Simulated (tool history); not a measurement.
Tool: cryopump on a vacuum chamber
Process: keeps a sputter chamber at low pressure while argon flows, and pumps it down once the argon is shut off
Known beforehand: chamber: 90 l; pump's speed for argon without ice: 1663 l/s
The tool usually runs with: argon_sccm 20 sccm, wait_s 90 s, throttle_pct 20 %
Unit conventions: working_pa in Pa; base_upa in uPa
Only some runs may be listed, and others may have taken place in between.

| run | hour | argon_sccm | wait_s | throttle_pct | working_pa | base_upa |
|---|---|---|---|---|---|---|
| 1 | 0.0 | 20 | 90 | 20 | 0.1036 | 1.33 |
| 2 | 93.2 | 20 | 104 | 20 | 0.1046 | 1.33 |
| 3 | 141.2 | 20 | 104 | 20 | 0.1047 | 1.35 |
| 4 | 203.6 | 20 | 104 | 20 | 0.1060 | 1.35 |
| 5 | 281.1 | 20 | 104 | 20 | 0.1043 | 1.34 |
| 6 | 362.4 | 20 | 104 | 20 | 0.1053 | 1.38 |
| 7 | 414.9 | 20 | 104 | 20 | 0.1063 | 1.38 |
| 8 | 516.7 | 16 | 90 | 20 | 0.0851 | 1.51 |
| 9 | 591.2 | 16 | 90 | 20 | 0.0851 | 1.60 |
| 10 | 652.1 | 20 | 40 | 20 | 0.1071 | 2.38 |
| 11 | 717.6 | 20 | 40 | 20 | 0.1073 | 2.29 |
| 12 | 773.0 | 26 | 281 | 20 | 0.1401 | 1.23 |
| 13 | 857.2 | 11 | 90 | 39 | 0.0325 | 1.70 |
| 14 | 933.1 | 11 | 90 | 39 | 0.0326 | 1.73 |
| 15 | 1019.4 | 11 | 83 | 35 | 0.0366 | 1.81 |
| 16 | 1110.2 | 11 | 83 | 35 | 0.0372 | 1.80 |
|  | 1125.8 | pump warmed up, emptied and cooled again |
| 17 | 1200.9 | 11 | 83 | 35 | 0.0320 | 1.45 |
| 18 | 1257.2 | 11 | 83 | 35 | 0.0321 | 1.48 |
| 19 | 1357.3 | 23 | 41 | 36 | 0.0661 | 2.14 |
| 20 | 1449.8 | 11 | 148 | 53 | 0.0226 | 1.36 |
| 21 | 1538.7 | 11 | 148 | 53 | 0.0218 | 1.33 |

Here are 5 independent what-if runs from the current tool condition. What would each one return?
| A | 1638.8 | 10 | 89 | 36 | ? | ? |
| B | 1638.8 | 37 | 37 | 56 | ? | ? |
| C | 1638.8 | 20 | 90 | 16 | ? | ? |
| D | 1638.8 | 20 | 90 | 22 | ? | ? |
| E | 1638.8 | 34 | 44 | 16 | ? | ? |

| run | working_pa | base_upa |
|---|---|---|
| A | 0.0300 | 1.62 |
| B | 0.0720 | 2.45 |
| C | 0.1293 | 1.53 |
| D | 0.0959 | 1.53 |
| E | 0.2211 | 2.18 |
With no hidden state in the tool, these same runs would have given:
| run | working_pa | base_upa |
|---|---|---|
| A | 0.0286 | 0.79 |
| B | 0.0669 | 1.60 |
| C | 0.1265 | 0.72 |
| D | 0.0932 | 0.72 |
| E | 0.2164 | 1.35 |

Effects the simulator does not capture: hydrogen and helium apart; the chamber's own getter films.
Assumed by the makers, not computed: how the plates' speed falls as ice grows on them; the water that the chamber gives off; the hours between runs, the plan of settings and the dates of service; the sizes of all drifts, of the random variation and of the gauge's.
